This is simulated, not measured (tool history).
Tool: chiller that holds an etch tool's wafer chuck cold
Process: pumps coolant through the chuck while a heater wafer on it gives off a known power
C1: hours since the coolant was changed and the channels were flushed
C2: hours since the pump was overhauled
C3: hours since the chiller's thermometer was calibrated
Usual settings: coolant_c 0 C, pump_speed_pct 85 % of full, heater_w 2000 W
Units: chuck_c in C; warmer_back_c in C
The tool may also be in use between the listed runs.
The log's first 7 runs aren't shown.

run 8 day=35.917 | coolant_c=0 pump_speed_pct=85 heater_w=2000 | C1=8864 C2=3893 C3=1206 | chuck_c=17.9 warmer_back_c=7.14
run 9 day=40.129 | coolant_c=0 pump_speed_pct=85 heater_w=2000 | C1=8965 C2=3994 C3=1307 | chuck_c=18.1 warmer_back_c=7.2
run 10 day=44.275 | coolant_c=0 pump_speed_pct=85 heater_w=2000 | C1=9065 C2=4093 C3=1407 | chuck_c=18 warmer_back_c=7.24
run 11 day=50.112 | coolant_c=0 pump_speed_pct=85 heater_w=2000 | C1=9205 C2=4233 C3=1547 | chuck_c=18.1 warmer_back_c=7.17
run 12 day=55.188 | coolant_c=0 pump_speed_pct=85 heater_w=2000 | C1=9326 C2=4355 C3=1669 | chuck_c=18.2 warmer_back_c=7.21
run 13 day=61.042 | coolant_c=0 pump_speed_pct=85 heater_w=2000 | C1=9467 C2=4496 C3=1809 | chuck_c=18.1 warmer_back_c=7.25
run 14 day=65.083 | coolant_c=0 pump_speed_pct=85 heater_w=2000 | C1=9564 C2=4593 C3=1906 | chuck_c=18.1 warmer_back_c=7.18
run 15 day=68.542 | coolant_c=0 pump_speed_pct=85 heater_w=2000 | C1=9647 C2=4676 C3=1989 | chuck_c=18.3 warmer_back_c=7.15
run 16 day=72.5 | coolant_c=0 pump_speed_pct=85 heater_w=2000 | C1=9742 C2=4771 C3=2084 | chuck_c=18.4 warmer_back_c=7.24
run 17 day=75.708 | coolant_c=-2 pump_speed_pct=85 heater_w=1851 | C1=9819 C2=4848 C3=2161 | chuck_c=15.1 warmer_back_c=6.69
run 18 day=78.404 | coolant_c=-2 pump_speed_pct=85 heater_w=2448 | C1=9884 C2=4913 C3=2226 | chuck_c=20.6 warmer_back_c=8.89
run 19 day=82.979 | coolant_c=-2 pump_speed_pct=85 heater_w=2448 | C1=9994 C2=5022 C3=2336 | chuck_c=20.5 warmer_back_c=8.88
run 20 day=86.229 | coolant_c=-10 pump_speed_pct=61 heater_w=2448 | C1=10072 C2=5100 C3=2414 | chuck_c=19.2 warmer_back_c=12.85

Run 21 comes next. What will it give?
run 21 day=88.929 | coolant_c=-1 pump_speed_pct=87 heater_w=2448 | C1=10136 C2=5165 C3=2479 | chuck_c=? warmer_back_c=?

Run 21 gave chuck_c 21.1 C, warmer_back_c 8.62 C.
Without the tool's hidden state the same run would have given chuck_c 17.3 C, warmer_back_c 8.21 C.
